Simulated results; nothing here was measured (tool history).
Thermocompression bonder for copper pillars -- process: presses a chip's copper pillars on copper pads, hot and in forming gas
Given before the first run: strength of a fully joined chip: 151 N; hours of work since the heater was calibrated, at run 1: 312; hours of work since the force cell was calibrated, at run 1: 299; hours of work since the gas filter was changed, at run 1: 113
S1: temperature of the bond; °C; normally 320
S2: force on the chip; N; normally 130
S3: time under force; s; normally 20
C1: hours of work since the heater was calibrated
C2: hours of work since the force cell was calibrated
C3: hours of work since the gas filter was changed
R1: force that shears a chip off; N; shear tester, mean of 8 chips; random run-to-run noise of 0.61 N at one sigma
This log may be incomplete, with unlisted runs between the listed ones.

run 1 hour=0.0 | S1=320 S2=130 S3=20 | C1=312 C2=299 C3=113 | R1=61.9
run 2 hour=23.7 | S1=320 S2=97 S3=20 | C1=322 C2=309 C3=123 | R1=49.2
run 3 hour=39.8 | S1=320 S2=97 S3=20 | C1=329 C2=315 C3=130 | R1=48.9
run 4 hour=52.5 | S1=320 S2=97 S3=20 | C1=334 C2=320 C3=135 | R1=47.8
run 5 hour=73.8 | S1=320 S2=97 S3=20 | C1=343 C2=329 C3=144 | R1=48.6
run 6 hour=86.0 | S1=320 S2=97 S3=20 | C1=348 C2=334 C3=149 | R1=48.5
run 7 hour=104.9 | S1=320 S2=91 S3=20 | C1=356 C2=342 C3=156 | R1=46.3
run 8 hour=118.4 | S1=338 S2=91 S3=20 | C1=361 C2=348 C3=162 | R1=53.9
run 9 hour=134.1 | S1=338 S2=91 S3=20 | C1=368 C2=354 C3=169 | R1=54.2
run 10 hour=151.0 | S1=338 S2=91 S3=20 | C1=375 C2=361 C3=175 | R1=53.2
run 11 hour=168.2 | S1=338 S2=91 S3=20 | C1=382 C2=368 C3=183 | R1=53.4
run 12 hour=186.7 | S1=320 S2=130 S3=20 | C1=389 C2=376 C3=190 | R1=61.2
run 13 hour=202.2 | S1=320 S2=130 S3=32 | C1=396 C2=382 C3=197 | R1=72.4
run 14 hour=213.7 | S1=336 S2=130 S3=20 | C1=400 C2=387 C3=201 | R1=70.5
run 15 hour=229.9 | S1=336 S2=130 S3=20 | C1=407 C2=393 C3=208 | R1=68.1
run 16 hour=245.9 | S1=336 S2=130 S3=20 | C1=414 C2=400 C3=215 | R1=68.3
run 17 hour=258.0 | S1=320 S2=130 S3=20 | C1=419 C2=405 C3=220 | R1=60.8
run 18 hour=270.5 | S1=320 S2=130 S3=20 | C1=424 C2=410 C3=225 | R1=60.8
run 19 hour=289.1 | S1=320 S2=130 S3=20 | C1=431 C2=418 C3=232 | R1=59.3
run 20 hour=301.6 | S1=320 S2=93 S3=20 | C1=437 C2=423 C3=238 | R1=47.0
run 21 hour=318.6 | S1=296 S2=155 S3=31 | C1=444 C2=430 C3=245 | R1=64.8
run 22 hour=333.6 | S1=320 S2=110 S3=20 | C1=450 C2=436 C3=251 | R1=53.0
run 23 hour=350.4 | S1=329 S2=130 S3=26 | C1=457 C2=443 C3=258 | R1=71.9
run 24 hour=366.1 | S1=329 S2=130 S3=26 | C1=463 C2=450 C3=264 | R1=70.6
run 25 hour=386.7 | S1=346 S2=83 S3=26 | C1=472 C2=458 C3=273 | R1=58.0
run 26 hour=408.1 | S1=346 S2=91 S3=26 | C1=481 C2=467 C3=281 | R1=63.7
run 27 hour=426.3 | S1=346 S2=79 S3=16 | C1=488 C2=474 C3=289 | R1=47.1
run 28 hour=446.6 | S1=319 S2=135 S3=14 | C1=496 C2=483 C3=297 | R1=52.9
run 29 hour=469.9 | S1=321 S2=114 S3=40 | C1=506 C2=492 C3=307 | R1=70.0
run 30 hour=483.3 | S1=321 S2=114 S3=40 | C1=512 C2=498 C3=312 | R1=70.5
run 31 hour=500.4 | S1=314 S2=177 S3=41 | C1=519 C2=505 C3=319 | R1=89.7
run 32 hour=511.5 | S1=314 S2=177 S3=41 | C1=523 C2=509 C3=324 | R1=89.7
run 33 hour=531.4 | S1=314 S2=177 S3=41 | C1=531 C2=518 C3=332 | R1=89.2
-- hour=544.0 forming gas filter changed
run 34 hour=546.4 | S1=314 S2=89 S3=14 | C1=537 C2=524 C3=1 | R1=38.3
run 35 hour=570.1 | S1=347 S2=174 S3=10 | C1=547 C2=533 C3=11 | R1=76.5

The next listed run, before its measurement:
run 36 hour=591.1 | S1=292 S2=154 S3=36 | C1=556 C2=542 C3=19 | R1=?

Run 36 produced R1 70.3 N.
With the hidden condition absent and the run-to-run variation left alone, this run would have shown R1 70.0 N.

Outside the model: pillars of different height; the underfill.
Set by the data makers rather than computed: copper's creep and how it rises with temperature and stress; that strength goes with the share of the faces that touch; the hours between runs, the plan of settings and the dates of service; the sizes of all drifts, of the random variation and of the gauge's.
